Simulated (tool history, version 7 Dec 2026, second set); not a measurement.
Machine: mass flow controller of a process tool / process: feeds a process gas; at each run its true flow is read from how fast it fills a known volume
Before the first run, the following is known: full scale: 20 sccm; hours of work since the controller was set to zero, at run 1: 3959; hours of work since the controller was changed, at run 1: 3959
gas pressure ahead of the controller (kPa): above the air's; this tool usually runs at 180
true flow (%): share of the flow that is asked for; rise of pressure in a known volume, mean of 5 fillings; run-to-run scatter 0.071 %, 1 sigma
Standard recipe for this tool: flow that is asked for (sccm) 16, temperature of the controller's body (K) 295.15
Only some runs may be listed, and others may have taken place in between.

run    hour  flow that is asked for (sccm)  gas pressure ahead of the controller (kPa)  temperature of the controller's body (K)  hours of work since the controller was set to zero  hours of work since the controller was changed  true flow (%)
  1       0                             16                                         180                                    295.15                                                3959                                            3959            100
  2   156.4                             16                                         180                                    295.15                                                4031                                            4031          99.98
  3   420.4                             16                                         180                                    295.15                                                4152                                            4152          99.88
  4   531.4                             16                                         180                                    295.15                                                4203                                            4203         100.12
  5   685.7                             16                                         180                                    295.15                                                4274                                            4274         100.06
  6   908.1                             16                                         180                                    295.15                                                4376                                            4376          99.97
  7  1075.9                             16                                         180                                    295.15                                                4453                                            4453          99.94
  8  1262.4                             16                                         202                                    295.15                                                4539                                            4539         100.17
  9  1488.8                             16                                         200                                    295.15                                                4643                                            4643         100.16
 10    1649                              5                                         180                                    295.15                                                4717                                            4717         101.38
 11    1872                              5                                         180                                    295.15                                                4819                                            4819         101.24
 12  2090.5                             16                                         180                                    295.15                                                4920                                            4920         100.05
 13  2206.1                             16                                         180                                    295.15                                                4973                                            4973          99.86
 14  2314.1                             16                                         180                                    295.15                                                5023                                            5023         100.07
 15  2424.5                             16                                         180                                    295.15                                                5073                                            5073          99.87
 16  2627.7                             16                                         180                                    295.15                                                5167                                            5167         100.01
 17  2831.4                              3                                         189                                    296.15                                                5260                                            5260         103.53
 18  3013.7                              3                                         272                                    296.15                                                5344                                            5344         103.88
 19  3202.3                              8                                         272                                    296.15                                                5431                                            5431         100.98
 20  3448.9                             16                                         225                                    309.15                                                5544                                            5544          99.77
 21  3567.3                             16                                         188                                    298.15                                                5599                                            5599          99.79
 22    3807                             11                                         188                                    307.15                                                5709                                            5709          99.71
 23  4055.6                             11                                         188                                    307.15                                                5823                                            5823          99.84
 24  4278.9                             11                                         188                                    307.15                                                5926                                            5926          99.79
 25  4405.8                             11                                         188                                    307.15                                                5984                                            5984          99.87
 26  4641.6                             11                                         169                                    301.15                                                6093                                            6093          99.99
 27    4836                             11                                         169                                    301.15                                                6182                                            6182         100.09
 28  5094.1                             11                                         169                                    301.15                                                6301                                            6301          99.99
 29  5293.1                             11                                         169                                    301.15                                                6392                                            6392          100.1

4 options for the next run, each taken on its own from the tool as it stands now. Forecast them:
  A  5401.9                              3                                         259                                    304.15                                                6442                                            6442              ?
  B  5401.9                             16                                         180                                    301.15                                                6442                                            6442              ?
  C  5401.9                              3                                         178                                    297.15                                                6442                                            6442              ?
  D  5401.9                             14                                         169                                    295.15                                                6442                                            6442              ?

run  true flow (%)
  A         104.46
  B           99.9
  C         104.51
  D         100.01
Stripped of hidden state, with their random variation kept, the same runs would have yielded:
run  true flow (%)
  A          98.97
  B          99.63
  C          99.02
  D          99.57
